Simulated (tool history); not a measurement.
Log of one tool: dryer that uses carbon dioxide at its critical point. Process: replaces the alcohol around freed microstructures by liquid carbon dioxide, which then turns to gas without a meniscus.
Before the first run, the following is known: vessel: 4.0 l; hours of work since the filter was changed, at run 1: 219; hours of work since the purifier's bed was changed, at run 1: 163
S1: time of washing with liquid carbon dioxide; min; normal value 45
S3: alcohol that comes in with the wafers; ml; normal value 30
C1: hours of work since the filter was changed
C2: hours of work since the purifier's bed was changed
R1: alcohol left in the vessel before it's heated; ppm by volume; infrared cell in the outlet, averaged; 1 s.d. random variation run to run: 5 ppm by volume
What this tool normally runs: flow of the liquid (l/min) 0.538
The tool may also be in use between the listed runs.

Run 1, hour 0: usual settings; C1 219; C2 163. Result: R1 88 ppm by volume.
Run 2, hour 12.5: usual settings; C1 223; C2 167. Result: R1 91 ppm by volume.
Run 3, hour 19.3: usual settings; C1 225; C2 170. Result: R1 91 ppm by volume.
Run 4, hour 32.8: usual settings; C1 230; C2 174. Result: R1 101 ppm by volume.
Run 5, hour 44: usual settings; C1 233; C2 178. Result: R1 99 ppm by volume.
Run 6, hour 58.3: usual settings; C1 238; C2 182. Result: R1 103 ppm by volume.
Run 7, hour 72.2: usual settings; C1 242; C2 187. Result: R1 110 ppm by volume.
Run 8, hour 78.5: usual settings but S1 29 min; C1 245; C2 189. Result: R1 348 ppm by volume.
Run 9, hour 89.3: usual settings but S1 29 min; C1 248; C2 193. Result: R1 344 ppm by volume.
Run 10, hour 96.9: usual settings but S1 37 min, flow of the liquid (l/min) 0.787, S3 95 ml; C1 251; C2 195. Result: R1 120 ppm by volume.

Run 11 comes next. What will it give?
Run 11, hour 109.5: usual settings but S1 37 min, flow of the liquid (l/min) 0.858, S3 77 ml; C1 255; C2 199. Result: R1 ?.

Run 11 gave R1 95 ppm by volume.
With the hidden condition absent and the run-to-run variation left alone, this run would have shown R1 25 ppm by volume.

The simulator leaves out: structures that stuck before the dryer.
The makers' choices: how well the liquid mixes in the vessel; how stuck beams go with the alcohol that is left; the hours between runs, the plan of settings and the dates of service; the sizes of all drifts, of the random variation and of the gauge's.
